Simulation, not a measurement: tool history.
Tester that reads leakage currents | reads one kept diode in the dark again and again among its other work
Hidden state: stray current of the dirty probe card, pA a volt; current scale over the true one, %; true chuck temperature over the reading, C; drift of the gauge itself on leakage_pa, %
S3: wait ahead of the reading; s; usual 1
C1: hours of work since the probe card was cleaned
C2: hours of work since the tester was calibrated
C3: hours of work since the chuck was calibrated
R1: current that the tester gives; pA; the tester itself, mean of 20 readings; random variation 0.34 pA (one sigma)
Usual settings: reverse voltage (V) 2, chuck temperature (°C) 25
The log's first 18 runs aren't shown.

Run 19, hour 1934.7: usual settings but chuck temperature (°C) 26; C1 2835; C2 1649; C3 1649. Result: R1 116.61 pA.
Run 20, hour 2015.8: usual settings but chuck temperature (°C) 26; C1 2868; C2 1682; C3 1682. Result: R1 116.89 pA.
Run 21, hour 2123.3: usual settings but reverse voltage (V) 7.02, chuck temperature (°C) 26, S3 5.48 s; C1 2913; C2 1726; C3 1726. Result: R1 248.02 pA.
Run 22, hour 2200: usual settings but reverse voltage (V) 15.47, S3 0.52 s; C1 2944; C2 1758; C3 1758. Result: R1 379.33 pA.
Run 23, hour 2330.7: usual settings but reverse voltage (V) 15.47, S3 0.52 s; C1 2998; C2 1812; C3 1812. Result: R1 377.51 pA.
Run 24, hour 2420.2: usual settings but reverse voltage (V) 4.98, chuck temperature (°C) 40; C1 3035; C2 1848; C3 1848. Result: R1 631.3 pA.
Run 25, hour 2551.9: usual settings but chuck temperature (°C) 50, S3 0.3 s; C1 3089; C2 1903; C3 1903. Result: R1 788.07 pA.
Run 26, hour 2616: usual settings but chuck temperature (°C) 50, S3 0.3 s; C1 3115; C2 1929; C3 1929. Result: R1 785.2 pA.
Run 27, hour 2702.8: usual settings but chuck temperature (°C) 50, S3 0.3 s; C1 3151; C2 1965; C3 1965. Result: R1 782.79 pA.
Run 28, hour 2852.7: usual settings but reverse voltage (V) 3.94; C1 3212; C2 2026; C3 2026. Result: R1 159.74 pA.
Run 29, hour 3000.3: usual settings but reverse voltage (V) 3.94; C1 3273; C2 2087; C3 2087. Result: R1 158.8 pA.
Run 30, hour 3132.6: usual settings but reverse voltage (V) 3.94; C1 3327; C2 2141; C3 2141. Result: R1 158.68 pA.
Run 31, hour 3195.2: usual settings but S3 6.37 s; C1 3353; C2 2167; C3 2167. Result: R1 104.73 pA.
Run 32, hour 3276.8: usual settings but reverse voltage (V) 1.86, chuck temperature (°C) 41, S3 1.32 s; C1 3387; C2 2201; C3 2201. Result: R1 371.66 pA.
Run 33, hour 3342.7: usual settings but reverse voltage (V) 2.9, S3 0.31 s; C1 3414; C2 2228; C3 2228. Result: R1 132.73 pA.
Run 34, hour 3435: usual settings but chuck temperature (°C) 29; C1 3452; C2 2266; C3 2266. Result: R1 145.84 pA.
Run 35, hour 3518.2: usual settings but chuck temperature (°C) 29; C1 3486; C2 2300; C3 2300. Result: R1 145.5 pA.
Run 36, hour 3625.5: usual settings but chuck temperature (°C) 29; C1 3530; C2 2344; C3 2344. Result: R1 145.7 pA.
Run 37, hour 3744: usual settings but reverse voltage (V) 3.08, chuck temperature (°C) 31, S3 0.63 s; C1 3579; C2 2393; C3 2393. Result: R1 222.98 pA.
At hour 3756.1: chuck's temperature calibrated.
At hour 3771.1: tester calibrated.
Run 38, hour 3863.2: usual settings but reverse voltage (V) 3.08, chuck temperature (°C) 31, S3 0.63 s; C1 3626; C2 38; C3 43. Result: R1 249.28 pA.
At hour 3930.1: probe card cleaned and baked.
Run 39, hour 3981.1: usual settings but reverse voltage (V) 2.58, chuck temperature (°C) 58, S3 1.78 s; C1 21; C2 85; C3 90. Result: R1 1753.44 pA.

Forecast each of these 3 alternatives for the next run:
Run A, hour 4101.5: usual settings but reverse voltage (V) 7.16, chuck temperature (°C) 55, S3 1.18 s; C1 70; C2 135; C3 140. Result: R1 ?.
Run B, hour 4101.5: usual settings but reverse voltage (V) 4.93, chuck temperature (°C) 60, S3 1.78 s; C1 70; C2 135; C3 140. Result: R1 ?.
Run C, hour 4101.5: usual settings but reverse voltage (V) 4.24, chuck temperature (°C) 21, S3 1.51 s; C1 70; C2 135; C3 140. Result: R1 ?.

run       R1
  A  2580.58
  B  2967.57
  C   121.45
Without the tool's hidden state the same runs would have given:
run       R1
  A  2607.34
  B  2997.78
  C   122.75
